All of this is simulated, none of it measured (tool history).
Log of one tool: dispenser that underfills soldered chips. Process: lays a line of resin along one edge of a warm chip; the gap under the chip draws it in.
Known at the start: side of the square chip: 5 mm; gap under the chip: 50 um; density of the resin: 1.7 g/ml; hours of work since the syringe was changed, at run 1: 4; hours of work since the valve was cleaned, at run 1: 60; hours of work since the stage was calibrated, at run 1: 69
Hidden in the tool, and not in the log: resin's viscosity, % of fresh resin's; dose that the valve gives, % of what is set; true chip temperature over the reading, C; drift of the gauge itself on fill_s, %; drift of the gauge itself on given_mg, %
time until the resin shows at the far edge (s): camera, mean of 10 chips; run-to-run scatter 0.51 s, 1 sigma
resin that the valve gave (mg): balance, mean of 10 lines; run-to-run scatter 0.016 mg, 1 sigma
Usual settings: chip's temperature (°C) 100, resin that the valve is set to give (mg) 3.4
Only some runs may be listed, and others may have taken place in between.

| run | hour | chip's temperature (°C) | resin that the valve is set to give (mg) | hours of work since the syringe was changed | hours of work since the valve was cleaned | hours of work since the stage was calibrated | time until the resin shows at the far edge (s) | resin that the valve gave (mg) |
|---|---|---|---|---|---|---|---|---|
| 1 | 0 | 100 | 3.4 | 4 | 60 | 69 | 49.3 | 3.33 |
| 2 | 4.9 | 100 | 3.4 | 8 | 64 | 73 | 59.1 | 3.32 |
|  | 7 | new syringe of resin |
| 3 | 8 | 100 | 3.02 | 1 | 66 | 75 | 44.2 | 2.97 |
| 4 | 14 | 100 | 2.92 | 5 | 70 | 79 | 53.9 | 2.85 |
|  | 19.4 | new syringe of resin |
| 5 | 20.9 | 100 | 3.93 | 1 | 75 | 84 | 44.3 | 3.79 |
| 6 | 26.8 | 96 | 3.4 | 6 | 80 | 88 | 58.8 | 3.32 |
|  | 32.2 | new syringe of resin |
| 7 | 33.6 | 100 | 3.4 | 1 | 85 | 93 | 44.7 | 3.3 |
| 8 | 36.5 | 100 | 3.4 | 3 | 87 | 95 | 47.9 | 3.3 |
| 9 | 42.5 | 100 | 3.4 | 8 | 91 | 100 | 58.8 | 3.3 |
|  | 45 | new syringe of resin |
| 10 | 46.7 | 100 | 3.4 | 1 | 94 | 103 | 43.6 | 3.28 |
| 11 | 52.1 | 100 | 3.4 | 5 | 98 | 107 | 52.1 | 3.27 |
| 12 | 56.9 | 115 | 3.4 | 9 | 102 | 110 | 39.6 | 3.27 |
|  | 57.5 | new syringe of resin |
| 13 | 61.4 | 100 | 3.76 | 3 | 105 | 113 | 46.2 | 3.61 |
| 14 | 66 | 100 | 3.76 | 6 | 108 | 117 | 52.7 | 3.61 |
|  | 68 | dispensing valve cleaned and set on the balance |
|  | 71 | new syringe of resin |
| 15 | 72.7 | 90 | 3.4 | 1 | 3 | 121 | 61.1 | 3.41 |
| 16 | 75.3 | 100 | 3.4 | 3 | 5 | 123 | 48.4 | 3.43 |
| 17 | 81.6 | 100 | 3.4 | 8 | 10 | 127 | 59.1 | 3.42 |
|  | 83.8 | new syringe of resin |
| 18 | 87.2 | 100 | 3.4 | 3 | 14 | 131 | 46.4 | 3.4 |
| 19 | 91 | 101 | 3.03 | 5 | 17 | 134 | 51.1 | 3.01 |
|  | 96.6 | new syringe of resin |
| 20 | 97 | 98 | 3.18 | 0 | 21 | 138 | 44.8 | 3.17 |
| 21 | 102.2 | 88 | 3.61 | 4 | 25 | 142 | 69.9 | 3.62 |
| 22 | 108.1 | 109 | 3.3 | 9 | 29 | 147 | 46.2 | 3.3 |
|  | 109.4 | new syringe of resin |
| 23 | 112.1 | 87 | 3.16 | 2 | 32 | 149 | 68.3 | 3.12 |
| 24 | 117.9 | 87 | 3.16 | 6 | 36 | 154 | 82.3 | 3.14 |
|  | 121.8 | new syringe of resin |
| 25 | 122 | 103 | 4.01 | 0 | 39 | 157 | 36.8 | 3.98 |
| 26 | 126.9 | 100 | 3.37 | 4 | 43 | 160 | 47.4 | 3.34 |
| 27 | 131.2 | 95 | 3.99 | 7 | 46 | 163 | 63.5 | 3.94 |
|  | 134.6 | new syringe of resin |
| 28 | 135.3 | 95 | 3.99 | 1 | 49 | 166 | 48.4 | 3.91 |
| 29 | 141.4 | 87 | 3.09 | 5 | 53 | 171 | 77.3 | 3.04 |
| 30 | 145.2 | 93 | 3.4 | 8 | 56 | 173 | 71.6 | 3.37 |
|  | 147.1 | new syringe of resin |
| 31 | 150.1 | 93 | 2.94 | 2 | 59 | 177 | 57.5 | 2.92 |
| 32 | 155 | 93 | 2.94 | 6 | 63 | 181 | 67.8 | 2.89 |
|  | 159.9 | new syringe of resin |
| 33 | 161.4 | 93 | 2.94 | 1 | 68 | 185 | 55 | 2.88 |
| 34 | 166.7 | 93 | 2.94 | 5 | 72 | 189 | 66.4 | 2.89 |
|  | 172.2 | new syringe of resin |
| 35 | 173.4 | 98 | 3.56 | 1 | 76 | 194 | 46 | 3.47 |
| 36 | 178.9 | 96 | 3.29 | 5 | 80 | 198 | 57.8 | 3.21 |

Consider 3 possible next runs. They are alternatives, not a sequence: every one starts from the tool as it was left by run 36. What does each give?
| A | 182.2 | 93 | 3.16 | 7 | 83 | 200 | ? | ? |
| B | 182.2 | 102 | 4.01 | 7 | 83 | 200 | ? | ? |
| C | 182.2 | 112 | 3.79 | 7 | 83 | 200 | ? | ? |

| run | time until the resin shows at the far edge (s) | resin that the valve gave (mg) |
|---|---|---|
| A | 71.2 | 3.1 |
| B | 54 | 3.89 |
| C | 41.1 | 3.7 |
What these runs would have given with no unlogged condition in the tool:
| run | time until the resin shows at the far edge (s) | resin that the valve gave (mg) |
|---|---|---|
| A | 50 | 3.18 |
| B | 38.1 | 3.99 |
| C | 29.2 | 3.79 |
